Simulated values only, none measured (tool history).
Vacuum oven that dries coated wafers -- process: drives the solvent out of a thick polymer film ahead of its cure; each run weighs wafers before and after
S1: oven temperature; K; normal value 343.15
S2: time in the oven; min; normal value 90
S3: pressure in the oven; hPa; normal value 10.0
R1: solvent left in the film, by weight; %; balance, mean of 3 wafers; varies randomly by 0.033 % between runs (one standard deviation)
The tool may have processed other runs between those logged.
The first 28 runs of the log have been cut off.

run   hour      S1   S2    S3    R1
 29  557.7  335.15  120   9.6  1.97
 30  577.7  335.15  120   9.6  1.97
 31  603.5  345.15   48  10.0  3.11
 32  629.8  334.15  118  10.0  2.25
 33  641.2  335.15   90   6.3  2.88
 34  655.2  335.15   90  30.0  3.61
 35  669.5  343.15   69   5.4  2.12
 36  680.5  352.15  100   5.4  0.32
 37  702.2  352.15  100   5.4  0.28
 38  715.5  336.15  129  10.1  1.63
 39  735.6  336.15  129  10.1  1.60
 40  755.8  356.15   72  22.6  0.64

The next listed run, before its measurement:
 41  767.1  332.15  54  14.0   ?

{"run 41": {"R1": 5.77}}
With no hidden state in the tool, this same run would have given R1 5.52 %.
